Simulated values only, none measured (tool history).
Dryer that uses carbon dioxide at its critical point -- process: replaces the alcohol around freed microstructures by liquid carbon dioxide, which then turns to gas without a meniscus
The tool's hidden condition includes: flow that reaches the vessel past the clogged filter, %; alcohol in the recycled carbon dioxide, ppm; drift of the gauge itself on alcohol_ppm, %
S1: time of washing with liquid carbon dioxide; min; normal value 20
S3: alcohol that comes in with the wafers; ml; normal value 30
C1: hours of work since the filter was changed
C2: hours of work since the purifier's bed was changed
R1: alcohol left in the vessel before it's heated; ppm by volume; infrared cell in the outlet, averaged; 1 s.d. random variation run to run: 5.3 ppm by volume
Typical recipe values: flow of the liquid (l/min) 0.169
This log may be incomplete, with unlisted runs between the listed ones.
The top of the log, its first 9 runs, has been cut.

run 10 day=9.162 | S1=13 flow_of_the_liquid_(l/min)=0.261 S3=30 | C1=269 C2=821 | R1=266
run 11 day=10.075 | S1=13 flow_of_the_liquid_(l/min)=0.261 S3=30 | C1=282 C2=834 | R1=258
run 12 day=11.1 | S1=13 flow_of_the_liquid_(l/min)=0.261 S3=30 | C1=298 C2=850 | R1=277
run 13 day=12.121 | S1=20 flow_of_the_liquid_(l/min)=0.169 S3=30 | C1=313 C2=865 | R1=311
run 14 day=13.1 | S1=20 flow_of_the_liquid_(l/min)=0.169 S3=30 | C1=328 C2=880 | R1=329
run 15 day=14.804 | S1=20 flow_of_the_liquid_(l/min)=0.199 S3=30 | C1=354 C2=906 | R1=216
run 16 day=15.938 | S1=20 flow_of_the_liquid_(l/min)=0.277 S3=30 | C1=371 C2=923 | R1=136
run 17 day=17.579 | S1=20 flow_of_the_liquid_(l/min)=0.277 S3=30 | C1=395 C2=947 | R1=145
run 18 day=18.379 | S1=20 flow_of_the_liquid_(l/min)=0.277 S3=30 | C1=407 C2=960 | R1=147
run 19 day=19.362 | S1=20 flow_of_the_liquid_(l/min)=0.277 S3=30 | C1=422 C2=974 | R1=155
run 20 day=20.262 | S1=20 flow_of_the_liquid_(l/min)=0.277 S3=30 | C1=436 C2=988 | R1=153
run 21 day=21.379 | S1=20 flow_of_the_liquid_(l/min)=0.169 S3=30 | C1=453 C2=1005 | R1=387
run 22 day=22.312 | S1=20 flow_of_the_liquid_(l/min)=0.169 S3=30 | C1=467 C2=1019 | R1=396
run 23 day=23.625 | S1=24 flow_of_the_liquid_(l/min)=0.169 S3=30 | C1=486 C2=1038 | R1=248

Run 24 comes next. What will it give?
run 24 day=25.196 | S1=19 flow_of_the_liquid_(l/min)=0.111 S3=37 | C1=510 C2=1062 | R1=?

{"run 24": {"R1": 3003}}
Were there no unlogged condition in the tool, this run, its random variation unchanged, would have produced R1 1668 ppm by volume.
